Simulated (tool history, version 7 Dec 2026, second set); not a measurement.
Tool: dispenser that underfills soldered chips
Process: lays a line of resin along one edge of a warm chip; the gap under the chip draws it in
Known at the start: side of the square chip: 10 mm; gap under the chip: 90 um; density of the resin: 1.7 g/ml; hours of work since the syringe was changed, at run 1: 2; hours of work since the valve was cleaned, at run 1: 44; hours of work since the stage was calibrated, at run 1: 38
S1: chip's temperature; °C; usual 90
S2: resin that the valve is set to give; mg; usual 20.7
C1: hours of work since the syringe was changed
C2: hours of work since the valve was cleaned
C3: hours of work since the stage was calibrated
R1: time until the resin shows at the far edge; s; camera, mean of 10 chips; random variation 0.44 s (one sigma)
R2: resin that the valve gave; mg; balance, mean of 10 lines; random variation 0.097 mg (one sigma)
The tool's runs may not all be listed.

Run 1, hour 0: usual settings; C1 2; C2 44; C3 38. Result: R1 39.5 s, R2 20.1 mg.
Run 2, hour 5.8: usual settings but S1 103 °C; C1 7; C2 48; C3 43. Result: R1 33.5 s, R2 20.01 mg.
At hour 11.2: new syringe of resin.
Run 3, hour 12.1: usual settings; C1 1; C2 52; C3 47. Result: R1 33.4 s, R2 19.89 mg.
Run 4, hour 18.9: usual settings but S1 87 °C; C1 6; C2 57; C3 52. Result: R1 59.8 s, R2 19.85 mg.
Run 5, hour 24.6: usual settings but S1 87 °C; C1 10; C2 61; C3 56. Result: R1 86.1 s, R2 19.89 mg.
At hour 26.1: new syringe of resin.
Run 6, hour 32.3: usual settings but S1 87 °C; C1 5; C2 67; C3 62. Result: R1 54 s, R2 19.55 mg.
Run 7, hour 37.6: usual settings but S1 87 °C; C1 8; C2 71; C3 65. Result: R1 76.5 s, R2 19.59 mg.
At hour 41: new syringe of resin.
Run 8, hour 45.5: usual settings but S1 87 °C; C1 3; C2 76; C3 71. Result: R1 48.9 s, R2 19.56 mg.
Run 9, hour 49.8: usual settings but S2 26.8 mg; C1 6; C2 79; C3 74. Result: R1 53.9 s, R2 25.12 mg.
Run 10, hour 53.7: usual settings but S2 23 mg; C1 9; C2 82; C3 77. Result: R1 70.5 s, R2 21.62 mg.
At hour 55.9: new syringe of resin.
Run 11, hour 61.7: usual settings but S2 23 mg; C1 4; C2 88; C3 83. Result: R1 46 s, R2 21.4 mg.
At hour 67.3: dispensing valve cleaned and set on the balance.
Run 12, hour 68.8: usual settings but S2 23 mg; C1 9; C2 1; C3 87. Result: R1 68.3 s, R2 22.78 mg.
At hour 71.5: new syringe of resin.
Run 13, hour 74.6: usual settings but S2 23 mg; C1 2; C2 5; C3 91. Result: R1 38.1 s, R2 22.97 mg.
Run 14, hour 80.6: usual settings but S2 23 mg; C1 7; C2 10; C3 96. Result: R1 54.7 s, R2 22.63 mg.
Run 15, hour 85.1: usual settings but S2 23 mg; C1 10; C2 13; C3 99. Result: R1 73.3 s, R2 22.82 mg.
At hour 85.9: new syringe of resin.
Run 16, hour 90.5: usual settings but S1 100 °C, S2 20.5 mg; C1 3; C2 17; C3 103. Result: R1 28.5 s, R2 20.22 mg.

The next listed run, before its measurement:
Run 17, hour 97.8: usual settings but S1 100 °C, S2 20.5 mg; C1 9; C2 22; C3 108. Result: R1 ?, R2 ?.

{"run 17": {"R1": 45.4, "R2": 20.17}}
Without the tool's hidden state the same run would have given R1 21.7 s, R2 20.55 mg.
